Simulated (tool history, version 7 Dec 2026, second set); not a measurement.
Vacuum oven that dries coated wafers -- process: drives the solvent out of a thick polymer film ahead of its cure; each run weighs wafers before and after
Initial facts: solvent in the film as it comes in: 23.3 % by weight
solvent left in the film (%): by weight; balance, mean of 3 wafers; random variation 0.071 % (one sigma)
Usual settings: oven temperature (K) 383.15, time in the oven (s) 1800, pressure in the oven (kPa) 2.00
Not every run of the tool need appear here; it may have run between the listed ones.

run   hour  oven temperature (K)  time in the oven (s)  pressure in the oven (kPa)  solvent left in the film (%)
  1    0.0                383.15                  1800                        2.00                          5.94
  2   12.9                383.15                  1800                        2.00                          5.94
  3   19.3                383.15                  1800                        2.00                          5.94
  4   26.0                383.15                  1800                        2.00                          6.05
  5   36.6                383.15                  1800                        2.00                          5.97
  6   43.2                383.15                  1800                        2.00                          5.88
  7   48.6                383.15                  1800                        2.00                          6.03
  8   55.4                383.15                  1800                        2.00                          5.98
  9   61.0                383.15                  2580                        2.00                          3.75
 10   70.4                379.15                  2940                        6.92                          5.70
 11   81.0                379.15                  2940                        6.92                          5.68
 12   90.8                379.15                  1560                        1.14                          7.84
 13  103.5                383.15                  1800                        1.25                          5.78
 14  115.3                383.15                  1800                        1.25                          5.79
 15  121.3                389.15                  1800                        6.53                          5.74
 16  128.9                370.15                  3180                        6.53                          7.77
 17  140.5                379.15                  1020                        2.00                         10.65
 18  147.7                383.15                  1800                        1.01                          5.83

Below are 5 alternative next runs, each starting from the tool's condition after run 18. Predict each:
  A  159.1                369.15                  1800                        2.22                             ?
  B  159.1                383.15                  2100                        3.92                             ?
  C  159.1                393.15                  3120                        3.76                             ?
  D  159.1                379.15                  2100                        7.62                             ?
  E  159.1                391.15                  2040                        3.02                             ?

run  solvent left in the film (%)
  A                          9.94
  B                          5.61
  C                          1.91
  D                          7.95
  E                          3.69
What these runs would have given with no unlogged condition in the tool:
run  solvent left in the film (%)
  A                          9.78
  B                          5.47
  C                          1.84
  D                          7.78
  E                          3.57
